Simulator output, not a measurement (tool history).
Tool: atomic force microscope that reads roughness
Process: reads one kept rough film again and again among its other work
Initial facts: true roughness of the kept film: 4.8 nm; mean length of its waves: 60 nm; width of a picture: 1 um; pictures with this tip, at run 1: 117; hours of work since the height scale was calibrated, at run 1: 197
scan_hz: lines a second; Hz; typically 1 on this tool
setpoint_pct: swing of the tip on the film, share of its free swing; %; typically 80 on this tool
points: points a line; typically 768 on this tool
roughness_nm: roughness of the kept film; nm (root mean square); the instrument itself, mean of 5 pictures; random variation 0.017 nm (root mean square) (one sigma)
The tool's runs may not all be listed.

run   hour  scan_hz  setpoint_pct  points  pictures with this tip  hours of work since the height scale was calibrated  roughness_nm
  1      0        1            80     768                     117                                                  197         3.997
  2    6.3        1            80     768                     127                                                  201         4.024
  3   15.2        1            80     768                     142                                                  206         3.997
  4   21.1        1            80     768                     152                                                  210         3.949
  5   25.3        1            80     768                     159                                                  212         3.964
  6   30.1        1            81     768                     167                                                  215          3.95
  7   38.8        1            81     768                     181                                                  221          3.93
      40.2  -- height scale calibrated on a step standard
  8   48.6        1            81     768                     196                                                    5         3.909
      54.6  -- height scale calibrated on a step standard, once more
  9   54.8        1            80     768                     205                                                    0         3.886
 10   63.3        1            80     768                     219                                                    5          3.87
 11   71.6        1            80     675                     233                                                   11          3.91
 12   75.4        1            80     768                     239                                                   13          3.89
 13   80.2        1            83     442                     247                                                   16         3.789
 14     84     1.43            80     768                     253                                                   18         3.715
 15   92.3     1.44            80     768                     267                                                   24         3.711
      96.7  -- new tip fitted
 16  100.8     0.75            86     576                       7                                                   29         4.155
 17  105.3     1.09            73     629                      14                                                   31         4.247
 18  109.8     1.09            73     629                      22                                                   34         4.267
 19  114.3     1.09            73     629                      29                                                   37          4.25
 20  122.1     0.83            83     586                      42                                                   42         4.121
 21    129     2.41            75     703                      54                                                   46         3.797
 22  133.7     3.28            75     575                      61                                                   49         3.552
 23  141.4        1            80     374                      74                                                   54         4.077

Alternative continuations, all from the tool just after run 23; predict every row:
  A  149.8     2.84            89     872                      88                                                   59             ?
  B  149.8     0.58            60     453                      88                                                   59             ?
  C  149.8     1.75            80     766                      88                                                   59             ?
  D  149.8        1            62     946                      88                                                   59             ?

run  roughness_nm
  A          3.05
  B         4.426
  C         3.804
  D         4.339
With no hidden state in the tool, these same runs would have given:
run  roughness_nm
  A          3.14
  B         4.556
  C         3.916
  D         4.467

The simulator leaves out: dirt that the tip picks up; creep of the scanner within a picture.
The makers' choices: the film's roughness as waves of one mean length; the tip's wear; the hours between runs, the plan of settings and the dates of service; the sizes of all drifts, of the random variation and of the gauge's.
